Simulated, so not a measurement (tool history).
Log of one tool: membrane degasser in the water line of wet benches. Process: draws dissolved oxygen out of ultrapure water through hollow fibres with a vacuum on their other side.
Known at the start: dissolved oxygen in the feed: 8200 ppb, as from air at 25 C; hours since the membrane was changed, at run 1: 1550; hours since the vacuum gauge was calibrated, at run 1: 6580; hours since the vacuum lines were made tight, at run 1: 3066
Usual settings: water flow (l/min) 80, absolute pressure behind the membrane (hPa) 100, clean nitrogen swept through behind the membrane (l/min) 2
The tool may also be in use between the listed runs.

run    hour  water flow (l/min)  absolute pressure behind the membrane (hPa)  clean nitrogen swept through behind the membrane (l/min)  hours since the membrane was changed  hours since the vacuum gauge was calibrated  hours since the vacuum lines were made tight  dissolved oxygen in the water behind the degasser (ppb)  pressure that the water loses in the fibres (hPa)
  1       0                  80                                          100                                                         2                                  1550                                         6580                                          3066                                                    536.2                                              469.1
  2    24.8                  80                                          100                                                         2                                  1574                                         6605                                          3091                                                    532.7                                              467.3
  3    46.1                  80                                          135                                                         2                                  1596                                         6627                                          3112                                                    781.4                                              471.5
  4    94.1                  80                                          135                                                         2                                  1644                                         6675                                          3160                                                    780.1                                              468.6
  5   119.2                  80                                          135                                                         2                                  1669                                         6700                                          3185                                                    780.8                                              471.6
  6   150.4                  80                                          135                                                         2                                  1700                                         6731                                          3216                                                    780.6                                              469.7
  7   201.3                  80                                          135                                                         2                                  1751                                         6782                                          3267                                                    780.4                                              473.1
      228.8  -- vacuum gauge calibrated
  8   247.6                  80                                          135                                                         2                                  1797                                           19                                          3313                                                    764.8                                              470.6
  9   283.2                  80                                          135                                                         2                                  1832                                           54                                          3348                                                    766.5                                              469.6
 10   304.1                  80                                          135                                                         2                                  1853                                           75                                          3369                                                    764.2                                              470.4
 11   325.4                  80                                          135                                                         2                                  1874                                           97                                          3391                                                    764.1                                              467.2
 12   360.7                  80                                          135                                                         2                                  1910                                          132                                          3426                                                    766.3                                              471.2
 13   399.8                 107                                          135                                                         2                                  1949                                          171                                          3465                                                    947.9                                              630.3
 14   449.2                 107                                          135                                                      4.72                                  1998                                          220                                          3514                                                    491.4                                              631.5
 15   492.1                 107                                          135                                                      4.72                                  2041                                          263                                          3557                                                    493.7                                              629.8
 16   516.2                  80                                          100                                                      1.14                                  2065                                          287                                          3581                                                    775.5                                              472.1
 17   551.9                  80                                          100                                                      2.76                                  2101                                          323                                          3617                                                    405.6                                              472.6
 18   593.9                  53                                          126                                                      5.37                                  2143                                          365                                          3659                                                    215.9                                              313.4
 19   636.1                  80                                           78                                                         2                                  2185                                          407                                          3701                                                      359                                              472.7
 20   662.1                  80                                           78                                                         2                                  2211                                          433                                          3727                                                    359.5                                              473.7
 21   711.2                  90                                           62                                                      2.44                                  2260                                          482                                          3776                                                    224.5                                              533.5
 22   743.2                  90                                           62                                                      2.44                                  2292                                          514                                          3808                                                    225.4                                              534.1
 23   770.9                  90                                           62                                                      2.44                                  2320                                          542                                          3836                                                    226.1                                              533.2
 24   791.8                  80                                          154                                                       1.6                                  2341                                          563                                          3857                                                   1052.8                                              475.2
 25   833.8                  80                                          154                                                       1.6                                  2383                                          605                                          3899                                                   1049.9                                              476.9
 26     858                  80                                          154                                                      5.17                                  2407                                          629                                          3923                                                    416.2                                              473.4
 27     884                  80                                          154                                                      5.17                                  2433                                          655                                          3949                                                    415.9                                              471.5
 28   928.9                  48                                          114                                                      3.37                                  2478                                          700                                          3994                                                    263.3                                              284.7
 29   955.4                  80                                          119                                                      5.15                                  2504                                          727                                          4021                                                    302.7                                              475.5
 30   985.5                  59                                           62                                                      5.15                                  2535                                          757                                          4051                                                       82                                              349.3
 31  1036.6                  68                                           61                                                      2.22                                  2586                                          808                                          4102                                                    187.1                                              400.9
 32    1075                  68                                           61                                                      2.22                                  2624                                          846                                          4140                                                    187.6                                                404

4 ways to go on from here, each from the tool as it stands after run 32. What would each give?
  A  1116.2                  68                                           61                                                       1.3                                  2665                                          887                                          4181                                                        ?                                                  ?
  B  1116.2                  87                                          158                                                      3.38                                  2665                                          887                                          4181                                                        ?                                                  ?
  C  1116.2                 128                                           61                                                      2.22                                  2665                                          887                                          4181                                                        ?                                                  ?
  D  1116.2                  82                                           80                                                       4.3                                  2665                                          887                                          4181                                                        ?                                                  ?

run  dissolved oxygen in the water behind the degasser (ppb)  pressure that the water loses in the fibres (hPa)
  A                                                    282.5                                              400.5
  B                                                    660.8                                              514.6
  C                                                      312                                              764.7
  D                                                      205                                              491.4
Without the tool's hidden state the same runs would have given:
run  dissolved oxygen in the water behind the degasser (ppb)  pressure that the water loses in the fibres (hPa)
  A                                                    279.8                                                392
  B                                                    657.4                                              503.6
  C                                                      308                                              748.5
  D                                                    202.7                                              481.1
